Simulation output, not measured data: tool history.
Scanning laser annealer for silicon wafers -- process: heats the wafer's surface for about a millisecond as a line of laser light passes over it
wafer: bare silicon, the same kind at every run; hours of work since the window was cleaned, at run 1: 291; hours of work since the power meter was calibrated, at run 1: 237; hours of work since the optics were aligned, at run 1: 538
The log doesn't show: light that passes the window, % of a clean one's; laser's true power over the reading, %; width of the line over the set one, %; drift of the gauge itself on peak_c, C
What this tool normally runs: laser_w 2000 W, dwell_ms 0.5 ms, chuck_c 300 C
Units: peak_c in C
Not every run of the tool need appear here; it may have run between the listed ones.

| run | hour | laser_w | dwell_ms | chuck_c | hours of work since the window was cleaned | hours of work since the power meter was calibrated | hours of work since the optics were aligned | peak_c |
|---|---|---|---|---|---|---|---|---|
| 1 | 0.0 | 2000 | 0.5 | 300 | 291 | 237 | 538 | 1046 |
| 2 | 9.7 | 2000 | 0.5 | 300 | 296 | 243 | 543 | 1043 |
| 3 | 23.6 | 2000 | 0.5 | 300 | 304 | 250 | 551 | 1046 |
| 4 | 34.3 | 2000 | 0.5 | 300 | 310 | 256 | 557 | 1047 |
| 5 | 40.1 | 2000 | 0.5 | 300 | 313 | 260 | 560 | 1048 |
| 6 | 48.8 | 2000 | 0.5 | 300 | 318 | 265 | 565 | 1047 |
| 7 | 57.5 | 1907 | 0.5 | 300 | 323 | 269 | 570 | 1002 |
| 8 | 65.5 | 1907 | 0.5 | 300 | 327 | 274 | 574 | 1002 |
| 9 | 74.4 | 2149 | 0.5 | 300 | 332 | 279 | 579 | 1116 |
| 10 | 80.4 | 2149 | 0.5 | 300 | 336 | 282 | 582 | 1115 |

The next listed run, before its measurement:
| 11 | 88.4 | 2149 | 0.5 | 300 | 340 | 287 | 587 | ? |

Run 11 produced peak_c 1118 C.
With the hidden condition absent and the run-to-run variation left alone, this run would have shown peak_c 1143 C.
